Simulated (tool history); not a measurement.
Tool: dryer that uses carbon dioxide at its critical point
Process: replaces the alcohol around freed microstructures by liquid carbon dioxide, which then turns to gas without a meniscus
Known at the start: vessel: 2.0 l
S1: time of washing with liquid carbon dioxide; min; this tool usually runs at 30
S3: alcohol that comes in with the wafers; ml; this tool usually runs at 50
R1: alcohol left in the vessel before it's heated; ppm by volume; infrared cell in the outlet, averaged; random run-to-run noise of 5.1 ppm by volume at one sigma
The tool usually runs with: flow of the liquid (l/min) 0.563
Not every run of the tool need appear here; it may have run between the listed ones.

{"run": 1, "hour": 0.0, "S1": 30, "flow of the liquid (l/min)": 0.563, "S3": 50, "R1": 98}
{"run": 2, "hour": 31.1, "S1": 30, "flow of the liquid (l/min)": 0.563, "S3": 50, "R1": 92}
{"run": 3, "hour": 70.1, "S1": 30, "flow of the liquid (l/min)": 0.563, "S3": 50, "R1": 96}
{"run": 4, "hour": 109.5, "S1": 30, "flow of the liquid (l/min)": 0.563, "S3": 50, "R1": 114}
{"run": 5, "hour": 163.8, "S1": 30, "flow of the liquid (l/min)": 0.563, "S3": 50, "R1": 115}
{"run": 6, "hour": 196.2, "S1": 30, "flow of the liquid (l/min)": 0.563, "S3": 50, "R1": 128}
{"run": 7, "hour": 248.1, "S1": 30, "flow of the liquid (l/min)": 0.563, "S3": 50, "R1": 143}
{"run": 8, "hour": 285.2, "S1": 30, "flow of the liquid (l/min)": 0.563, "S3": 50, "R1": 145}
{"hour": 292.0, "done": "inlet filter changed"}
{"run": 9, "hour": 318.2, "S1": 30, "flow of the liquid (l/min)": 0.563, "S3": 50, "R1": 138}
{"run": 10, "hour": 362.3, "S1": 30, "flow of the liquid (l/min)": 0.563, "S3": 50, "R1": 146}
{"run": 11, "hour": 412.8, "S1": 30, "flow of the liquid (l/min)": 0.563, "S3": 94, "R1": 196}
{"run": 12, "hour": 452.5, "S1": 30, "flow of the liquid (l/min)": 0.563, "S3": 94, "R1": 201}
{"run": 13, "hour": 501.7, "S1": 30, "flow of the liquid (l/min)": 0.563, "S3": 53, "R1": 175}
{"run": 14, "hour": 544.8, "S1": 30, "flow of the liquid (l/min)": 0.744, "S3": 50, "R1": 131}
{"hour": 586.0, "done": "inlet filter changed"}
{"run": 15, "hour": 603.1, "S1": 30, "flow of the liquid (l/min)": 0.744, "S3": 50, "R1": 135}
{"run": 16, "hour": 635.9, "S1": 30, "flow of the liquid (l/min)": 0.744, "S3": 50, "R1": 136}
{"run": 17, "hour": 665.0, "S1": 41, "flow of the liquid (l/min)": 0.469, "S3": 50, "R1": 159}
{"run": 18, "hour": 723.8, "S1": 32, "flow of the liquid (l/min)": 0.469, "S3": 27, "R1": 208}
{"run": 19, "hour": 759.8, "S1": 23, "flow of the liquid (l/min)": 0.469, "S3": 27, "R1": 442}
{"run": 20, "hour": 813.1, "S1": 23, "flow of the liquid (l/min)": 0.469, "S3": 27, "R1": 459}
{"run": 21, "hour": 865.1, "S1": 26, "flow of the liquid (l/min)": 0.563, "S3": 50, "R1": 296}
{"hour": 880.6, "done": "inlet filter changed"}
{"run": 22, "hour": 897.4, "S1": 26, "flow of the liquid (l/min)": 0.563, "S3": 50, "R1": 272}
{"run": 23, "hour": 926.1, "S1": 26, "flow of the liquid (l/min)": 0.563, "S3": 50, "R1": 279}
{"run": 24, "hour": 960.8, "S1": 30, "flow of the liquid (l/min)": 0.563, "S3": 101, "R1": 276}
{"run": 25, "hour": 1016.9, "S1": 30, "flow of the liquid (l/min)": 0.563, "S3": 101, "R1": 293}
{"run": 26, "hour": 1065.6, "S1": 30, "flow of the liquid (l/min)": 0.563, "S3": 101, "R1": 303}
{"run": 27, "hour": 1122.9, "S1": 20, "flow of the liquid (l/min)": 0.43, "S3": 50, "R1": 1427}
{"run": 28, "hour": 1155.2, "S1": 32, "flow of the liquid (l/min)": 0.574, "S3": 48, "R1": 223}
{"hour": 1176.0, "done": "inlet filter changed"}
{"run": 29, "hour": 1216.2, "S1": 32, "flow of the liquid (l/min)": 0.499, "S3": 48, "R1": 266}
{"run": 30, "hour": 1243.3, "S1": 47, "flow of the liquid (l/min)": 0.499, "S3": 83, "R1": 215}
{"run": 31, "hour": 1280.9, "S1": 40, "flow of the liquid (l/min)": 0.563, "S3": 91, "R1": 221}

Alternative continuations, all from the tool just after run 31; predict every row:
{"run": "A", "hour": 1308.4, "S1": 30, "flow of the liquid (l/min)": 0.894, "S3": 51, "R1": "?"}
{"run": "B", "hour": 1308.4, "S1": 27, "flow of the liquid (l/min)": 0.563, "S3": 50, "R1": "?"}
{"run": "C", "hour": 1308.4, "S1": 42, "flow of the liquid (l/min)": 0.728, "S3": 116, "R1": "?"}

run=A R1=225
run=B R1=317
run=C R1=220
Without the tool's unlogged condition, the same runs would have read:
run=A R1=8
run=B R1=88
run=C R1=8
